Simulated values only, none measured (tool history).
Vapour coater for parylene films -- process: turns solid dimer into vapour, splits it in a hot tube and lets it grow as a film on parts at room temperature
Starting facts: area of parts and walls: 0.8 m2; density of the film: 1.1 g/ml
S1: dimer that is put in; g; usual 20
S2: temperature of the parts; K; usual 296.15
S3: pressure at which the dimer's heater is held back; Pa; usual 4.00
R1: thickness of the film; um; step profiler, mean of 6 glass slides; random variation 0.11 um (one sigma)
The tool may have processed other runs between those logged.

run   hour  S1      S2     S3     R1
  1    0.0  20  296.15   4.00  13.99
  2   17.6  20  296.15   4.00  13.92
  3   28.0  20  296.15   4.00  13.98
  4   43.9  19  296.15   4.00  13.40
  5   61.1  19  296.15   4.00  13.09
  6   69.0  19  296.15   4.00  13.26
  7   78.7  20  296.15   4.00  13.96
  8   88.0  20  296.15   4.00  13.76
  9  104.4  20  296.15   2.56  14.38
 10  119.7  20  296.15   2.56  14.28
 11  130.1  20  296.15   4.00  13.92
 12  142.8  18  296.15   4.00  12.40
 13  158.6  18  296.15   4.00  12.62
 14  169.1  18  296.15   4.00  12.48
 15  181.5  20  296.15   4.00  13.83
 16  195.1  20  296.15   4.00  13.84
 17  208.8  20  296.15   4.00  14.00
 18  220.8  20  296.15   4.00  13.97
 19  228.6  20  296.15   4.00  13.90
 20  246.4  20  296.15   4.00  14.13
 21  255.8  20  296.15   4.00  13.99
 22  263.4  20  296.15   4.00  14.02
 23  281.0  20  294.15   8.29  13.60
 24  295.0  33  292.15   2.26  25.51
 25  307.7  10  296.15   4.33   6.99
 26  318.5  20  296.15   4.96  13.83
 27  329.8  22  288.15   6.88  16.79
 28  343.0  14  304.15   4.14   8.50
 29  361.2  14  304.15   4.14   8.48
     373.2  -- trap's valve overhauled
 30  381.8  31  296.15   4.00  21.75
 31  394.7  10  298.15   4.00   6.76
 32  405.9  23  302.15   7.76  13.97
 33  415.3  23  302.15   7.76  13.90
 34  425.8  15  302.15   4.75   9.37
 35  440.6  12  308.15   4.55   6.77
 36  458.3  23  291.15   7.92  16.81
 37  474.5  28  298.15  11.55  17.45
 38  485.7  28  291.15   3.22  21.52
 39  496.0  28  291.15   3.22  21.71
 40  508.9   9  291.15   3.02   6.90
 41  516.4  20  296.15   8.03  13.32
 42  524.9  20  290.15   4.00  15.64
 43  533.0  36  290.15   6.69  27.02
 44  550.4   8  290.15  10.49   5.79

How would selected steps in R1 from run to run divide? Give the signed amount a tool lacking its hidden state would still show from settings, what came in and random variation, and the signed amount left for the hidden state, including any gauge scatter that is not in both of the compared results.
Hidden conditions of the tool in this case: vapour lost through the trap's worn valve, %; true temperature of the parts over the reading, C; drift of the gauge itself on film_um, %.
Run 23 -> 24: S1 20 -> 33, S2 294.15 -> 292.15, S3 8.29 -> 2.26. R1 +11.91 um: hidden state -0.08, all else +11.99.
Run 24 -> 25: S1 33 -> 10, S2 292.15 -> 296.15, S3 2.26 -> 4.33. R1 -18.52 um: hidden state +0.13, all else -18.65.
Run 29 -> 30: S1 14 -> 31, S2 304.15 -> 296.15, S3 4.14 -> 4.00, trap's valve overhauled. R1 +13.27 um: hidden state +0.07, all else +13.20.
Run 30 -> 31: S1 31 -> 10, S2 296.15 -> 298.15. R1 -14.99 um: hidden state +0.00, all else -14.99.
Run 43 -> 44: S1 36 -> 8, S3 6.69 -> 10.49. R1 -21.23 um: hidden state +0.04, all else -21.27.
